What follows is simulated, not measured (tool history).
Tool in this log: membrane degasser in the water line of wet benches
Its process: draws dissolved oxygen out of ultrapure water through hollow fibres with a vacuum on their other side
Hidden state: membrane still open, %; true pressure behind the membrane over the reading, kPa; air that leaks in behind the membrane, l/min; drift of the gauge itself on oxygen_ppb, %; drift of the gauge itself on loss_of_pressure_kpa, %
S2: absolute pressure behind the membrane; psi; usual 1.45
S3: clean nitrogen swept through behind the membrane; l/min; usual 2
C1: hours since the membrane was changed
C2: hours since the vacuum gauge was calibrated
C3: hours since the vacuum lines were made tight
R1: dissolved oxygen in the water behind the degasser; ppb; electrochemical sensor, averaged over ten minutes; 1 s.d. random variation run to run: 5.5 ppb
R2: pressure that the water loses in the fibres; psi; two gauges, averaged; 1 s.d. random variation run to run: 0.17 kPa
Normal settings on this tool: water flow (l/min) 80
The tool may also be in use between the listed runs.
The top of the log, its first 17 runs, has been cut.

Run 18, hour 832.1: usual settings but water flow (l/min) 122, S2 2.39 psi, S3 4.16 l/min; C1 1692; C2 130; C3 547. Result: R1 815.2 ppb, R2 5.603 psi.
Run 19, hour 895.6: usual settings but water flow (l/min) 103, S2 1.1 psi, S3 1.86 l/min; C1 1756; C2 194; C3 611. Result: R1 503.9 ppb, R2 4.767 psi.
Run 20, hour 933: usual settings but water flow (l/min) 57, S2 3.25 psi; C1 1793; C2 231; C3 648. Result: R1 1079.4 ppb, R2 2.624 psi.
Run 21, hour 971.8: usual settings but water flow (l/min) 57, S2 1.42 psi, S3 2.29 l/min; C1 1832; C2 270; C3 687. Result: R1 366.1 ppb, R2 2.606 psi.
Run 22, hour 1001.2: usual settings but S2 1.04 psi, S3 2.59 l/min; C1 1861; C2 299; C3 717. Result: R1 301.2 ppb, R2 3.658 psi.
Run 23, hour 1062.3: usual settings but S2 1.04 psi, S3 2.59 l/min; C1 1922; C2 361; C3 778. Result: R1 296.7 ppb, R2 3.675 psi.
Run 24, hour 1108.7: usual settings but S2 1.04 psi, S3 2.59 l/min; C1 1969; C2 407; C3 824. Result: R1 297 ppb, R2 3.655 psi.
Run 25, hour 1138.7: usual settings but S3 2.37 l/min; C1 1999; C2 437; C3 854. Result: R1 498.4 ppb, R2 3.691 psi.
Run 26, hour 1171.4: usual settings but S3 2.37 l/min; C1 2031; C2 470; C3 887. Result: R1 485.1 ppb, R2 3.669 psi.
Run 27, hour 1229.1: usual settings but S2 0.99 psi, S3 1.9 l/min; C1 2089; C2 527; C3 944. Result: R1 345.4 ppb, R2 3.687 psi.
Run 28, hour 1276: usual settings but water flow (l/min) 76, S3 2.12 l/min; C1 2136; C2 574; C3 991. Result: R1 514.3 ppb, R2 3.479 psi.
Run 29, hour 1326.5: usual settings but water flow (l/min) 76, S3 2.12 l/min; C1 2187; C2 625; C3 1042. Result: R1 516.6 ppb, R2 3.495 psi.
Run 30, hour 1370: usual settings but S2 1.38 psi; C1 2230; C2 668; C3 1085. Result: R1 523.8 ppb, R2 3.698 psi.
Run 31, hour 1417: usual settings but S3 1.2 l/min; C1 2277; C2 715; C3 1132. Result: R1 794.4 ppb, R2 3.651 psi.
Run 32, hour 1451.4: usual settings but water flow (l/min) 103; C1 2311; C2 750; C3 1167. Result: R1 688.2 ppb, R2 4.686 psi.

Each row is a separate what-if for the run after 32, all from the same tool condition, not one after another. Results?
Run A, hour 1498.1: usual settings but water flow (l/min) 55, S2 1.78 psi, S3 2.19 l/min; C1 2358; C2 796; C3 1213. Result: R1 ?, R2 ?.
Run B, hour 1498.1: usual settings but water flow (l/min) 103, S3 0.82 l/min; C1 2358; C2 796; C3 1213. Result: R1 ?, R2 ?.
Run C, hour 1498.1: usual settings but water flow (l/min) 97, S2 2.65 psi, S3 0.9 l/min; C1 2358; C2 796; C3 1213. Result: R1 ?, R2 ?.
Run D, hour 1498.1: usual settings but water flow (l/min) 99, S3 2.87 l/min; C1 2358; C2 796; C3 1213. Result: R1 ?, R2 ?.

run      R1     R2
  A     495  2.553
  B  1175.7  4.705
  C  2075.7  4.435
  D   521.1  4.577
With no hidden state in the tool, these same runs would have given:
run      R1     R2
  A     490  2.518
  B  1164.3  4.643
  C  2068.1  4.376
  D   513.3  4.516
